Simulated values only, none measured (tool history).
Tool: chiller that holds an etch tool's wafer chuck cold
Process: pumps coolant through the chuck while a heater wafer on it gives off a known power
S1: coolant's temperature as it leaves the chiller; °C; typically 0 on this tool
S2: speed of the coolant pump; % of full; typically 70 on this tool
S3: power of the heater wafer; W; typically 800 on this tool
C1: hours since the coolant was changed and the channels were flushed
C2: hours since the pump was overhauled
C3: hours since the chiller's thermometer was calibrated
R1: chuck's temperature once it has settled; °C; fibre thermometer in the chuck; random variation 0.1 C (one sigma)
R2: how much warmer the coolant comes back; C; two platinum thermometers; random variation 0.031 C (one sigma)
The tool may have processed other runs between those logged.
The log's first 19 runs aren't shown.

-- hour=1463.5 chiller's thermometer calibrated
run 20 hour=1542.6 | S1=3 S2=80 S3=436 | C1=1476 C2=322 C3=79 | R1=7.5 R2=1.45
run 21 hour=1649.8 | S1=-5 S2=87 S3=611 | C1=1583 C2=429 C3=186 | R1=0.8 R2=1.94
run 22 hour=1715.6 | S1=-5 S2=87 S3=611 | C1=1649 C2=495 C3=252 | R1=0.8 R2=1.9
run 23 hour=1769.4 | S1=9 S2=70 S3=1092 | C1=1703 C2=549 C3=306 | R1=21.4 R2=4.35
-- hour=1838.3 coolant pump overhauled, once more
run 24 hour=1852.5 | S1=9 S2=70 S3=1092 | C1=1781 C2=14 C3=384 | R1=20.7 R2=4.08
run 25 hour=1960.9 | S1=-1 S2=75 S3=800 | C1=1889 C2=123 C3=492 | R1=7.2 R2=2.75
run 26 hour=2057.6 | S1=0 S2=80 S3=793 | C1=1986 C2=219 C3=589 | R1=7.8 R2=2.48
run 27 hour=2156.3 | S1=0 S2=80 S3=793 | C1=2085 C2=318 C3=688 | R1=8 R2=2.54
run 28 hour=2230 | S1=-1 S2=80 S3=957 | C1=2158 C2=392 C3=762 | R1=8.8 R2=3.03
run 29 hour=2299 | S1=-1 S2=84 S3=957 | C1=2227 C2=461 C3=831 | R1=8.5 R2=2.96
run 30 hour=2386.9 | S1=-7 S2=71 S3=915 | C1=2315 C2=549 C3=918 | R1=3.3 R2=3.34
run 31 hour=2474.5 | S1=-7 S2=71 S3=915 | C1=2403 C2=636 C3=1006 | R1=3.1 R2=3.36

3 options for the next run, each taken on its own from the tool as it stands now. Forecast them:
run A hour=2566.6 | S1=0 S2=75 S3=800 | C1=2495 C2=728 C3=1098 | R1=? R2=?
run B hour=2566.6 | S1=-7 S2=71 S3=912 | C1=2495 C2=728 C3=1098 | R1=? R2=?
run C hour=2566.6 | S1=-3 S2=88 S3=1070 | C1=2495 C2=728 C3=1098 | R1=? R2=?

run=A R1=8.7 R2=2.81
run=B R1=3.3 R2=3.37
run=C R1=7.3 R2=3.07
What these runs would have given with no unlogged condition in the tool:
run=A R1=7.8 R2=2.75
run=B R1=2.3 R2=3.3
run=C R1=6.2 R2=3
